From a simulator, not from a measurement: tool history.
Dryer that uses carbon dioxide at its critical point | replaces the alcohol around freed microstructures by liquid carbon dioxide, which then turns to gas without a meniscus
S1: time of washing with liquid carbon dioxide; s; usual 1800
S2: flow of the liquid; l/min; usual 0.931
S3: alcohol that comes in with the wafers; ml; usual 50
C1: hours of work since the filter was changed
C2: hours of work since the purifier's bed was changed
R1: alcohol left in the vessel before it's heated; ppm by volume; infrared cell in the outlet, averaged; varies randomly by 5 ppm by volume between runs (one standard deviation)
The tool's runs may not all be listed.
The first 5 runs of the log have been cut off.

run     day    S1     S2  S3   C1   C2   R1
  6   3.358  1320  0.931  50   85  139  256
  7   4.125  2640  0.931  50   91  145   66
  8   4.671  2640  0.931  50   96  149   58
  9   5.079  1800  0.931  50   99  153  107
 10   5.683  2400  0.931  50  104  158   66
 11   6.308  2400  0.931  50  109  163   57
 12   6.888  1800  0.866  50  114  168  144
 13   7.708  2400  0.866  50  121  174   84
 14   8.521  2400  0.866  50  128  181   79
 15   9.338  2400  0.866  50  134  188   82
 16  10.033  2400  0.866  50  140  194   81
 17  10.617  1800  1.346  50  145  198   78
 18  11.288  1800  1.346  50  150  204   83
 19  11.767  1920  0.931  50  154  208  121
 20    12.5  1680  0.931  50  160  214  162

Expected results for the next run?
 21  12.908  1680  0.931  50  164  217   ?

{"run 21": {"R1": 172}}
Had the tool carried no hidden state, the very same run would have given R1 41 ppm by volume.
